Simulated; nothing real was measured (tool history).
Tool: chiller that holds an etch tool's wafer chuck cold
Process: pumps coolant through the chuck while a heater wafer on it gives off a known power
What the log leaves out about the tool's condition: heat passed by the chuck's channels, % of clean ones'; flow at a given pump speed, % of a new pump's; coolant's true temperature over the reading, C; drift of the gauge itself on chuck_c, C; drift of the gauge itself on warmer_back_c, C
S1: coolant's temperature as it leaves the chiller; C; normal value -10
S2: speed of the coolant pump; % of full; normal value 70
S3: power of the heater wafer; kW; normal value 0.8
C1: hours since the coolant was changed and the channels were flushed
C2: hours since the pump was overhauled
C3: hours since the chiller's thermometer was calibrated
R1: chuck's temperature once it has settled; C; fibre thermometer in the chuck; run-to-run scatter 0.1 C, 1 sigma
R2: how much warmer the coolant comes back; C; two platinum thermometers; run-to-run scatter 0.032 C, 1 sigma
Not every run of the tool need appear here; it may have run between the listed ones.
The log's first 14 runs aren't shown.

| run | day | S1 | S2 | S3 | C1 | C2 | C3 | R1 | R2 |
|---|---|---|---|---|---|---|---|---|---|
| 15 | 16.467 | -9 | 70 | 0.8 | 5115 | 1411 | 1800 | -1.2 | 3.5 |
| 16 | 17.979 | -9 | 70 | 0.8 | 5151 | 1447 | 1837 | -1.2 | 3.5 |
| 17 | 19.183 | -9 | 70 | 0.8 | 5180 | 1476 | 1866 | -1.1 | 3.51 |
| 18 | 20.692 | -7 | 99 | 0.551 | 5216 | 1512 | 1902 | -2.7 | 1.65 |
| 19 | 21.667 | -7 | 99 | 0.551 | 5240 | 1536 | 1925 | -3 | 1.61 |
| 20 | 23.283 | -7 | 99 | 0.551 | 5278 | 1575 | 1964 | -2.6 | 1.7 |
| 21 | 24.5 | -1 | 79 | 0.474 | 5308 | 1604 | 1993 | 3.1 | 1.85 |
| 22 | 25.329 | -11 | 68 | 0.8 | 5328 | 1624 | 2013 | -3 | 3.6 |
| 23 | 26.183 | -5 | 90 | 0.444 | 5348 | 1644 | 2034 | -1.3 | 1.48 |
| 24 | 26.979 | -5 | 90 | 0.444 | 5367 | 1663 | 2053 | -1.4 | 1.52 |
| 25 | 27.683 | -10 | 70 | 0.767 | 5384 | 1680 | 2070 | -2.4 | 3.3 |
| 26 | 28.417 | -18 | 97 | 0.8 | 5402 | 1698 | 2087 | -11.9 | 2.54 |
| 27 | 29.525 | -18 | 97 | 0.8 | 5428 | 1724 | 2114 | -11.7 | 2.46 |
| 28 | 30.271 | -8 | 95 | 0.8 | 5446 | 1742 | 2132 | -1.8 | 2.58 |

Forecast run 29:
| 29 | 31.596 | -5 | 70 | 0.603 | 5478 | 1774 | 2164 | ? | ? |

{"run 29": {"R1": 0.8, "R2": 2.62}}
On a tool with no hidden condition, and with the same random variation, this run would have come out at R1 0.2 C, R2 2.53 C.
